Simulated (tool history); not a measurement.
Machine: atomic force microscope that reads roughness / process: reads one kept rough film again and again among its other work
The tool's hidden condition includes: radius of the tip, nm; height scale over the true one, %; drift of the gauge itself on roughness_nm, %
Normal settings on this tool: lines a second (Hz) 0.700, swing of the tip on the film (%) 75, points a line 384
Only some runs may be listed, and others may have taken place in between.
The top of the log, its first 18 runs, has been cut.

run     day  lines a second (Hz)  swing of the tip on the film (%)  points a line  pictures with this tip  hours of work since the height scale was calibrated  roughness of the kept film (nm (root mean square))
 19  23.942                0.700                                75            384                      80                                                  669                                               2.976
 20  25.433                0.700                                75            384                     104                                                  684                                               2.882
 21  26.471                0.700                                75            384                     121                                                  694                                               2.775
 22  27.517                0.700                                75            384                     139                                                  705                                               2.694
     28.646  -- new tip fitted
 23  28.675                0.700                                75            384                       1                                                  716                                               3.407
 24  30.138                0.700                                86            384                      25                                                  731                                               3.165
 25  31.625                0.700                                86            384                      49                                                  746                                               3.014
 26  32.729                1.445                                64            342                      68                                                  757                                               2.994
 27  34.533                2.280                                73            421                      98                                                  775                                               2.687
 28  36.075                2.280                                73            421                     123                                                  790                                               2.590
 29  36.954                0.700                                81            817                     138                                                  799                                               2.651
     38.121  -- new tip fitted
 30  38.800                0.700                                81            817                      11                                                  817                                               3.297
 31  40.275                0.700                                81            817                      36                                                  832                                               3.166
 32  41.575                1.143                                81            648                      57                                                  845                                               2.933
 33  42.779                0.773                                77            900                      77                                                  857                                               2.966
 34  43.929                0.700                                75            514                      96                                                  869                                               2.882
 35  45.583                2.135                                72            368                     123                                                  885                                               2.590
 36  46.671                2.259                                87            368                     141                                                  896                                               2.275
     47.608  -- new tip fitted
 37  48.121                0.700                                79            399                       8                                                  911                                               3.330
 38  49.208                0.700                                73            384                      26                                                  921                                               3.278
 39  50.675                0.700                                73            384                      50                                                  936                                               3.123
 40  51.625                3.111                                56            409                      66                                                  946                                               2.990
 41  53.217                3.111                                56            409                      93                                                  962                                               2.853
 42  54.421                2.760                                79            470                     112                                                  974                                               2.461
 43  56.092                1.105                                56            632                     140                                                  990                                               2.755

Run 44 has not been measured yet. What should we expect?
     57.183  -- new tip fitted
 44  57.512                1.791                                56            322                       5                                                 1004                                                   ?

roughness of the kept film (nm (root mean square)): 3.415
Take away the tool's hidden state, keep the run-to-run variation as it was, and the same run would have given roughness of the kept film (nm (root mean square)) 3.420.
